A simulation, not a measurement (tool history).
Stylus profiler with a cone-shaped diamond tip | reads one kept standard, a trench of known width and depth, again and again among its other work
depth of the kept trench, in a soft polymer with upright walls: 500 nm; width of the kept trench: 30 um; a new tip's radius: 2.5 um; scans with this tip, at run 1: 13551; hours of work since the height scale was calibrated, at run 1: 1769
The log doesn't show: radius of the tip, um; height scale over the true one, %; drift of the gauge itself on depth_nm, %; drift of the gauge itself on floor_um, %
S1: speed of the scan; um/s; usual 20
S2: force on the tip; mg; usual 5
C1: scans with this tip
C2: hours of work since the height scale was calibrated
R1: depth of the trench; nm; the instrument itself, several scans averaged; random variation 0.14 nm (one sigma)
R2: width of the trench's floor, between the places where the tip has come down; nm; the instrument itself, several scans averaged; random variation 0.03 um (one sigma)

run    hour  S1    S2     C1    C2      R1     R2
  1       0  20     5  13551  1769  509.49  26400
  2   119.5  20     5  13940  1819  509.15  26350
  3   226.1  42     5  14287  1865  509.19  26220
  4   299.2  42     5  14525  1896  509.24  26280
  5   433.7  42     5  14963  1953  508.78  26180
  6     555  42     5  15358  2004  508.62  26210
  7   670.6  20  7.86  15734  2054  513.59  26280
  8   793.6  20  7.86  16135  2106  513.44  26270
  9   903.8  20  7.86  16493  2153  513.49  26240
 10   995.9  20  7.86  16793  2192  513.18  26230
     1030.8  -- height scale calibrated on a step standard
 11  1106.5  20  7.86  17152    32  518.89  26230

The next listed run, before its measurement:
 12  1216.5  16  5.05  17510  79   ?   ?

Run 12 gave R1 513.75 nm, R2 26210 nm.
Without the tool's hidden state the same run would have given R1 513.89 nm, R2 26920 nm.
